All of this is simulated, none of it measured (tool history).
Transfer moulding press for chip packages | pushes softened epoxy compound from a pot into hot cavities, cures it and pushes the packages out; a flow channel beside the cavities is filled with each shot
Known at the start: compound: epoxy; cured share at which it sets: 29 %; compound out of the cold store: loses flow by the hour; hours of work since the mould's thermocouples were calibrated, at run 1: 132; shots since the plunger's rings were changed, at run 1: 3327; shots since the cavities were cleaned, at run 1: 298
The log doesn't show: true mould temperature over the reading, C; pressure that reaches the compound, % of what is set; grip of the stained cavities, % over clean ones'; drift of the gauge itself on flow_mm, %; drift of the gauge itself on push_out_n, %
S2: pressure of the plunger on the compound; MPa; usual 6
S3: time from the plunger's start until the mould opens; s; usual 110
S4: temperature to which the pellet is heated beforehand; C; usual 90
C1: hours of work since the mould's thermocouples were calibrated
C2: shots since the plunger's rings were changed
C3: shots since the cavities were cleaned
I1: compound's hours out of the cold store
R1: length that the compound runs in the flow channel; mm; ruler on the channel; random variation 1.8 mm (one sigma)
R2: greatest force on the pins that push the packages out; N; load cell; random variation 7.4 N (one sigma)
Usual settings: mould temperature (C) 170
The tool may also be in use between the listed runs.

Run 1, hour 0: usual settings; C1 132; C2 3327; C3 298; I1 38.4. Result: R1 557 mm, R2 500 N.
At hour 22.8: cavities cleaned with cleaning compound and waxed.
Run 2, hour 33.4: usual settings; C1 157; C2 3730; C3 134; I1 13.5. Result: R1 600 mm, R2 423 N.
Run 3, hour 53: usual settings; C1 173; C2 3978; C3 382; I1 18.5. Result: R1 590 mm, R2 541 N.
At hour 68: cavities cleaned with cleaning compound and waxed.
Run 4, hour 77: usual settings but S3 147 s; C1 191; C2 4262; C3 114; I1 8.9. Result: R1 607 mm, R2 361 N.
Run 5, hour 98.4: usual settings but S3 147 s; C1 208; C2 4532; C3 384; I1 30. Result: R1 565 mm, R2 473 N.
At hour 114.4: cavities cleaned with cleaning compound and waxed.
Run 6, hour 122.1: usual settings; C1 225; C2 4812; C3 98; I1 30.5. Result: R1 561 mm, R2 385 N.
Run 7, hour 145: usual settings; C1 244; C2 5102; C3 388; I1 44.2. Result: R1 534 mm, R2 521 N.
At hour 160.1: cavities cleaned with cleaning compound and waxed.
Run 8, hour 173.7: usual settings; C1 265; C2 5445; C3 172; I1 27.3. Result: R1 563 mm, R2 419 N.
At hour 183: plunger's sealing rings changed.
Run 9, hour 193.8: usual settings; C1 279; C2 137; C3 394; I1 28.2. Result: R1 593 mm, R2 510 N.
At hour 208.9: cavities cleaned with cleaning compound and waxed.
Run 10, hour 210: usual settings but S2 4.62 MPa, S3 127 s, S4 96 C; C1 291; C2 322; C3 14; I1 34.5. Result: R1 508 mm, R2 299 N.
Run 11, hour 226.4: usual settings but mould temperature (C) 166; C1 304; C2 530; C3 222; I1 40. Result: R1 574 mm, R2 502 N.
Run 12, hour 243.4: usual settings but mould temperature (C) 168, S2 5.73 MPa, S3 101 s, S4 84 C; C1 318; C2 744; C3 436; I1 10.4. Result: R1 615 mm, R2 690 N.
At hour 256.1: cavities cleaned with cleaning compound and waxed.
Run 13, hour 259.2: usual settings but mould temperature (C) 176, S2 7.07 MPa, S3 92 s, S4 92 C; C1 329; C2 925; C3 39; I1 20.4. Result: R1 648 mm, R2 348 N.

4 ways to go on from here, each from the tool as it stands after run 13. What would each give?
Run A, hour 277.5: usual settings but S2 7.07 MPa, S3 92 s, S4 99 C; C1 344; C2 1156; C3 270; I1 19.5. Result: R1 ?, R2 ?.
Run B, hour 277.5: usual settings but S3 142 s, S4 94 C; C1 344; C2 1156; C3 270; I1 43.5. Result: R1 ?, R2 ?.
Run C, hour 277.5: usual settings but mould temperature (C) 176, S3 119 s; C1 344; C2 1156; C3 270; I1 25.4. Result: R1 ?, R2 ?.
Run D, hour 277.5: usual settings but mould temperature (C) 176, S2 7.07 MPa, S3 128 s, S4 92 C; C1 344; C2 1156; C3 270; I1 35.1. Result: R1 ?, R2 ?.

run   R1   R2
  A  654  628
  B  558  452
  C  581  449
  D  615  420
Without the tool's hidden state the same runs would have given:
run   R1   R2
  A  663  421
  B  566  285
  C  589  284
  D  624  264
